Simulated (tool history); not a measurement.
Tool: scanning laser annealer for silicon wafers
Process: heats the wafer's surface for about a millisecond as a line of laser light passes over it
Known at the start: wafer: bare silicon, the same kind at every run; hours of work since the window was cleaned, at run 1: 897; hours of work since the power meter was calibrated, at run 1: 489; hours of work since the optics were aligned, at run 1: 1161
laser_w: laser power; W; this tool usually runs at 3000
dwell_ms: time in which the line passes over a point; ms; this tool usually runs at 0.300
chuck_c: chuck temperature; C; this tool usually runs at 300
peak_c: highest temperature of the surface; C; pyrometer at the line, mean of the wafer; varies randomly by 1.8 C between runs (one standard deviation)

run,hour,laser_w,dwell_ms,chuck_c,hours of work since the window was cleaned,hours of work since the power meter was calibrated,hours of work since the optics were aligned,peak_c
1,0.0,3000,0.300,300,897,489,1161,1057
2,23.8,3000,0.300,300,909,501,1173,1052
3,38.3,3000,0.217,300,916,508,1180,953
4,68.5,3000,0.300,281,931,522,1194,1042
5,87.1,3000,0.300,300,940,531,1204,1056
6,115.0,3000,0.300,300,953,545,1217,1057
7,144.5,3000,0.300,300,968,559,1232,1056
# hour 152.8: window over the wafer cleaned
8,160.1,3000,0.303,300,4,566,1238,1063
9,187.2,3000,0.300,309,17,579,1251,1066
10,209.0,2556,0.300,300,27,590,1262,943
11,228.6,2556,0.300,300,37,600,1272,944
12,256.0,2556,0.300,320,50,613,1285,966
13,288.5,2994,0.300,320,66,629,1301,1077
14,318.8,2994,0.300,320,81,644,1316,1077
15,349.7,3000,0.300,300,96,659,1331,1060
16,381.2,3000,0.300,300,112,674,1346,1059
17,396.8,2798,0.300,268,119,682,1354,973

Run 18 comes next. What will it give?
18,425.7,3011,0.357,302,133,696,1368,?

peak_c: 1123 C
Had the tool carried no hidden state, the very same run would have given peak_c 1124 C.
